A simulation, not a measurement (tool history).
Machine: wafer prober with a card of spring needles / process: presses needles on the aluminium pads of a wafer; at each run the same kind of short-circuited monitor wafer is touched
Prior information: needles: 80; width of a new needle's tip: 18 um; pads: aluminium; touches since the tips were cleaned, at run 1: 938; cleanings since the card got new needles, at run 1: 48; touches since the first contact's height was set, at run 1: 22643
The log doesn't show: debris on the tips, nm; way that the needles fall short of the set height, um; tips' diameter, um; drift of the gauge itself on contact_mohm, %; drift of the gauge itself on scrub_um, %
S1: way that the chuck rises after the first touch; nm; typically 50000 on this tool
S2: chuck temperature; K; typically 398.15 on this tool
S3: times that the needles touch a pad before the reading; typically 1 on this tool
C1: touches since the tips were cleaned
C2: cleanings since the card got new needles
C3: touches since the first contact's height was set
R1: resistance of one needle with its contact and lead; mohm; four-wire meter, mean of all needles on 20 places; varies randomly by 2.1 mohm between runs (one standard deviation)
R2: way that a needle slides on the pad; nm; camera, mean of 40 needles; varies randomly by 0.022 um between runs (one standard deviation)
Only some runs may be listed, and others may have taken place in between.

run   hour     S1      S2  S3    C1  C2      C3   R1    R2
  1    0.0  50000  398.15   1   938  48   22643  234  7210
      10.6  -- tips cleaned on abrasive film
  2   17.4  50000  398.15   1  4334  49   33684  240  7190
      22.1  -- tips cleaned on abrasive film
  3   29.3  50000  398.15   1  4612  50   41216  237  7170
      33.6  -- tips cleaned on abrasive film
  4   41.0  50000  398.15   1  4770  51   48664  239  7200
      45.4  -- tips cleaned on abrasive film
      58.3  -- tips cleaned on abrasive film
  5   63.4  50000  398.15   1  3229  53   62781  237  7230
      70.0  -- tips cleaned on abrasive film
      82.0  -- tips cleaned on abrasive film
  6   82.3  50000  318.15   1   174  55   74746  219  7180
  7   91.5  50000  398.15   1  6077  55   80649  237  7180
      93.5  -- tips cleaned on abrasive film
     106.0  -- tips cleaned on abrasive film
  8  106.0  50000  398.15   1     0  57   89761  237  7190
     118.5  -- tips cleaned on abrasive film
  9  124.0  50000  398.15   1  3498  58  101184  238  7150
     130.9  -- tips cleaned on abrasive film
 10  141.9  66000  398.15   1  7041  59  112552  232  9550
     143.0  -- tips cleaned on abrasive film
 11  153.4  50000  398.15   1  6642  60  119849  238  7190
     155.2  -- tips cleaned on abrasive film
     166.7  -- tips cleaned on abrasive film
 12  175.5  50000  398.15   1  5672  62  133854  235  7210
     178.6  -- tips cleaned on abrasive film
     190.9  -- tips cleaned on abrasive film
 13  190.9  59000  322.15   2     0  64  143516  219  8530
 14  199.8  31000  329.15   2  5693  64  149209  225  4450
     203.2  -- tips cleaned on abrasive film
 15  212.0  31000  329.15   2  5613  65  156943  227  4470
     215.3  -- tips cleaned on abrasive film
 16  221.5  36000  314.15   2  3943  66  162945  221  5200
     227.5  -- tips cleaned on abrasive film
     239.0  -- tips cleaned on abrasive film
 17  242.4  59000  314.15   3  2133  68  176147  217  8450
     250.9  -- tips cleaned on abrasive film
 18  255.5  40000  355.15   2  2956  69  184485  229  5790
     256.8  -- height of the first contact set anew
     263.9  -- tips cleaned on abrasive film
 19  269.7  46000  301.15   2  3670  70    8125  218  6630
     277.3  -- tips cleaned on abrasive film
 20  283.4  50000  359.15   2  3910  71   16852  230  7190
     289.0  -- tips cleaned on abrasive film
 21  295.5  50000  359.15   2  4185  72   24508  226  7230
     301.4  -- tips cleaned on abrasive film
 22  306.4  50000  359.15   2  3194  73   31408  227  7220
     313.5  -- tips cleaned on abrasive film
 23  324.3  50000  359.15   2  6911  74   42759  227  7200
     325.9  -- tips cleaned on abrasive film
     337.8  -- tips cleaned on abrasive film
 24  346.3  40000  311.15   1  5436  76   56706  220  5780

How the hidden state differs across the entries between the runs, from the last listed run before each to the first after it:
From run 1 to run 2: tips cleaned on abrasive film (hour 10.6)
  debris on the tips, nm: 0.3 -> 0.9
From run 2 to run 3: tips cleaned on abrasive film (hour 22.1)
  both runs share identical hidden conditions
From run 3 to run 4: tips cleaned on abrasive film (hour 33.6)
  way that the needles fall short of the set height, um: 0 -> 0.01
From run 4 to run 5: tips cleaned on abrasive film (hour 45.4); tips cleaned on abrasive film (hour 58.3)
  debris on the tips, nm: 0.9 -> 0.8; tips' diameter, um: 18.01 -> 18.02
From run 5 to run 6: tips cleaned on abrasive film (hour 70.0); tips cleaned on abrasive film (hour 82.0)
  debris on the tips, nm: 0.8 -> 0.1
From run 7 to run 8: tips cleaned on abrasive film (hour 93.5); tips cleaned on abrasive film (hour 106.0)
  debris on the tips, nm: 1 -> 0.1
From run 8 to run 9: tips cleaned on abrasive film (hour 118.5)
  debris on the tips, nm: 0.1 -> 0.7
From run 9 to run 10: tips cleaned on abrasive film (hour 130.9)
  debris on the tips, nm: 0.7 -> 1
From run 10 to run 11: tips cleaned on abrasive film (hour 143.0)
  both runs share identical hidden conditions
From run 11 to run 12: tips cleaned on abrasive film (hour 155.2); tips cleaned on abrasive film (hour 166.7)
  both runs share identical hidden conditions
From run 12 to run 13: tips cleaned on abrasive film (hour 178.6); tips cleaned on abrasive film (hour 190.9)
  debris on the tips, nm: 1 -> 0.1; way that the needles fall short of the set height, um: 0.01 -> 0.02
From run 14 to run 15: tips cleaned on abrasive film (hour 203.2)
  both runs share identical hidden conditions
From run 15 to run 16: tips cleaned on abrasive film (hour 215.3)
  debris on the tips, nm: 1 -> 0.9
From run 16 to run 17: tips cleaned on abrasive film (hour 227.5); tips cleaned on abrasive film (hour 239.0)
  debris on the tips, nm: 0.9 -> 0.6
From run 17 to run 18: tips cleaned on abrasive film (hour 250.9)
  debris on the tips, nm: 0.6 -> 0.7
From run 18 to run 19: height of the first contact set anew (hour 256.8); tips cleaned on abrasive film (hour 263.9)
  debris on the tips, nm: 0.7 -> 0.8; way that the needles fall short of the set height, um: 0.02 -> 0
From run 19 to run 20: tips cleaned on abrasive film (hour 277.3)
  both runs share identical hidden conditions
From run 20 to run 21: tips cleaned on abrasive film (hour 289.0)
  debris on the tips, nm: 0.8 -> 0.9
From run 21 to run 22: tips cleaned on abrasive film (hour 301.4)
  debris on the tips, nm: 0.9 -> 0.8
From run 22 to run 23: tips cleaned on abrasive film (hour 313.5)
  debris on the tips, nm: 0.8 -> 1
From run 23 to run 24: tips cleaned on abrasive film (hour 325.9); tips cleaned on abrasive film (hour 337.8)
  debris on the tips, nm: 1 -> 0.9; way that the needles fall short of the set height, um: 0 -> 0.01

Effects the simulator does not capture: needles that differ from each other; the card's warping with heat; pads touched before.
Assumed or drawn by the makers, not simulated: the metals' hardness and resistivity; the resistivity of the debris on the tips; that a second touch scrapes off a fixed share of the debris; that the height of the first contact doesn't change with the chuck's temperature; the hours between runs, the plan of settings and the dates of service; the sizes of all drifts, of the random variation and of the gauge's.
